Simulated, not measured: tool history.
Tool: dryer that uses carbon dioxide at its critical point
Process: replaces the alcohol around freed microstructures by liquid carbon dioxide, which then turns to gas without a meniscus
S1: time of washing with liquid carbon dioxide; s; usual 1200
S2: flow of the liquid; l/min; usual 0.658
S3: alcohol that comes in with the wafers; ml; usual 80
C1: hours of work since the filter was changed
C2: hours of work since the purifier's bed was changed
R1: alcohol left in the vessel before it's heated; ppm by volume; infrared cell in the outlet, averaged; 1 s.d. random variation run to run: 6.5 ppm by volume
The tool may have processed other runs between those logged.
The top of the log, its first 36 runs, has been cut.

run 37 day=52.838 | S1=1440 S2=0.452 S3=94 | C1=109 C2=184 | R1=1410
run 38 day=54.950 | S1=1380 S2=0.738 S3=94 | C1=148 C2=223 | R1=221
run 39 day=56.192 | S1=1500 S2=0.658 S3=80 | C1=171 C2=246 | R1=266
-- day=56.421 inlet filter changed
run 40 day=57.362 | S1=1500 S2=0.658 S3=80 | C1=17 C2=267 | R1=119
run 41 day=59.175 | S1=1500 S2=0.658 S3=80 | C1=51 C2=300 | R1=134
run 42 day=61.221 | S1=1500 S2=0.658 S3=80 | C1=88 C2=338 | R1=165
run 43 day=62.442 | S1=1260 S2=0.503 S3=33 | C1=111 C2=360 | R1=532
run 44 day=64.183 | S1=1260 S2=0.503 S3=33 | C1=143 C2=392 | R1=608
-- day=65.975 inlet filter changed
run 45 day=66.338 | S1=1080 S2=0.658 S3=41 | C1=7 C2=431 | R1=265
run 46 day=67.279 | S1=1080 S2=0.658 S3=41 | C1=24 C2=448 | R1=294
run 47 day=68.162 | S1=1200 S2=1.008 S3=80 | C1=40 C2=464 | R1=60

What if the next run were any one of these 3? Each begins from the tool's condition after run 47:
run A day=70.150 | S1=1260 S2=0.967 S3=55 | C1=77 C2=501 | R1=?
run B day=70.150 | S1=1500 S2=0.450 S3=80 | C1=77 C2=501 | R1=?
run C day=70.150 | S1=1200 S2=0.674 S3=80 | C1=77 C2=501 | R1=?

run=A R1=52
run=B R1=910
run=C R1=399
The same runs, with their run-to-run variation unchanged, on a tool lacking any hidden condition would have given:
run=A R1=9
run=B R1=631
run=C R1=242
